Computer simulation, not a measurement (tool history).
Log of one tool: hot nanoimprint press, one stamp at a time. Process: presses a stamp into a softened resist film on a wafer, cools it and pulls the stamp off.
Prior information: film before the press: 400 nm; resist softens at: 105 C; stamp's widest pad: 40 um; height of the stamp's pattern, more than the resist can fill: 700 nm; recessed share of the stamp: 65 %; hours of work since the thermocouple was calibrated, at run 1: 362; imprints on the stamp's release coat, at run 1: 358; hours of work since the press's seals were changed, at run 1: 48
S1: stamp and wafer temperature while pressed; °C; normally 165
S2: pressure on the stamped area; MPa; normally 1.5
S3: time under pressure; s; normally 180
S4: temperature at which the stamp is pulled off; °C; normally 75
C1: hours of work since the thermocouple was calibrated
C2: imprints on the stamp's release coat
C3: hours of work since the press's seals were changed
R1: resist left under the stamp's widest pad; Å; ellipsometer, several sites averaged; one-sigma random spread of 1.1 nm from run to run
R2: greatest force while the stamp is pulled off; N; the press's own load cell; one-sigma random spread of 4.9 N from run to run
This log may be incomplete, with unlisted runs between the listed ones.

Run 1, hour 0: usual settings; C1 362; C2 358; C3 48. Result: R1 1492 Å, R2 274 N.
Run 2, hour 47.3: usual settings; C1 392; C2 473; C3 77. Result: R1 1492 Å, R2 275 N.
At hour 58: plate thermocouple calibrated.
Run 3, hour 97.1: usual settings; C1 25; C2 586; C3 107. Result: R1 1579 Å, R2 288 N.
Run 4, hour 148.1: usual settings; C1 56; C2 710; C3 139. Result: R1 1549 Å, R2 306 N.
Run 5, hour 176.4: usual settings; C1 74; C2 778; C3 156. Result: R1 1548 Å, R2 314 N.
Run 6, hour 227.7: usual settings but S1 157 °C; C1 106; C2 903; C3 188. Result: R1 2344 Å, R2 325 N.
At hour 242.4: stamp cleaned and given a new release coat.
Run 7, hour 278.6: usual settings but S1 157 °C; C1 135; C2 87; C3 217. Result: R1 2347 Å, R2 245 N.
Run 8, hour 309.1: usual settings but S1 157 °C; C1 154; C2 161; C3 236. Result: R1 2362 Å, R2 250 N.
Run 9, hour 338.3: usual settings but S1 157 °C; C1 172; C2 232; C3 254. Result: R1 2344 Å, R2 267 N.
Run 10, hour 382.8: usual settings but S1 157 °C; C1 200; C2 340; C3 282. Result: R1 2310 Å, R2 268 N.
Run 11, hour 422: usual settings but S1 157 °C; C1 224; C2 435; C3 307. Result: R1 2335 Å, R2 270 N.
Run 12, hour 451.5: usual settings but S1 157 °C; C1 243; C2 506; C3 325. Result: R1 2275 Å, R2 284 N.
Run 13, hour 486.4: usual settings but S1 157 °C; C1 265; C2 591; C3 347. Result: R1 2272 Å, R2 287 N.
Run 14, hour 513.5: usual settings but S1 157 °C; C1 282; C2 656; C3 364. Result: R1 2312 Å, R2 292 N.
Run 15, hour 563.3: usual settings but S2 2.12 MPa; C1 313; C2 777; C3 395. Result: R1 1231 Å, R2 295 N.
Run 16, hour 592.1: usual settings but S1 162 °C; C1 331; C2 847; C3 413. Result: R1 1753 Å, R2 293 N.
At hour 629.5: stamp cleaned and given a new release coat.
Run 17, hour 642.1: usual settings but S1 162 °C; C1 359; C2 30; C3 441. Result: R1 1745 Å, R2 236 N.
Run 18, hour 673.9: usual settings but S1 159 °C, S2 1.88 MPa; C1 379; C2 107; C3 461. Result: R1 1809 Å, R2 239 N.
At hour 706.8: plate thermocouple calibrated.
Run 19, hour 716.1: usual settings but S1 159 °C, S2 1.88 MPa; C1 6; C2 202; C3 485. Result: R1 1969 Å, R2 265 N.
Run 20, hour 765.2: usual settings but S1 159 °C, S2 1.88 MPa; C1 37; C2 321; C3 516. Result: R1 1967 Å, R2 269 N.
Run 21, hour 810: usual settings but S1 159 °C, S2 1.88 MPa; C1 65; C2 430; C3 544. Result: R1 1963 Å, R2 277 N.
Run 22, hour 855: usual settings but S2 1.81 MPa, S3 105 s, S4 77 °C; C1 93; C2 539; C3 572. Result: R1 1725 Å, R2 272 N.
Run 23, hour 904: usual settings but S2 1.81 MPa, S3 105 s, S4 77 °C; C1 124; C2 657; C3 603. Result: R1 1712 Å, R2 285 N.
Run 24, hour 953.2: usual settings but S1 167 °C, S2 1.33 MPa, S3 215 s, S4 63 °C; C1 155; C2 777; C3 634. Result: R1 1424 Å, R2 346 N.
Run 25, hour 976.3: usual settings but S1 157 °C, S2 1.73 MPa, S4 77 °C; C1 169; C2 833; C3 649. Result: R1 2209 Å, R2 309 N.
At hour 1020.6: stamp cleaned and given a new release coat.
Run 26, hour 1033.5: usual settings but S1 160 °C, S2 2.28 MPa, S3 108 s, S4 81 °C; C1 201; C2 32; C3 681. Result: R1 1931 Å, R2 212 N.

Hidden state or all else? Some run-to-run changes of R1, split into what the settings, what came in and random variation would give without the hidden state, and what is left for the hidden state (with any gauge scatter that isn't in both results):
Unlogged tool condition in this case: true temperature over the reading, C; pressure that arrives at the usual setting, %; grip of the stamp's worn release coat, % over a new coat's; drift of the gauge itself on residual_nm, %; drift of the gauge itself on pull_off_n, %.
Run 2 -> 3: plate thermocouple calibrated. R1 +87 Å: hidden state +85, all else +2.
Run 5 -> 6: S1 165 -> 157. R1 +796 Å: hidden state -35, all else +831.
Run 14 -> 15: S1 157 -> 165, S2 1.5 -> 2.12. R1 -1081 Å: hidden state +68, all else -1149.
Run 18 -> 19: plate thermocouple calibrated. R1 +160 Å: hidden state +169, all else -9.

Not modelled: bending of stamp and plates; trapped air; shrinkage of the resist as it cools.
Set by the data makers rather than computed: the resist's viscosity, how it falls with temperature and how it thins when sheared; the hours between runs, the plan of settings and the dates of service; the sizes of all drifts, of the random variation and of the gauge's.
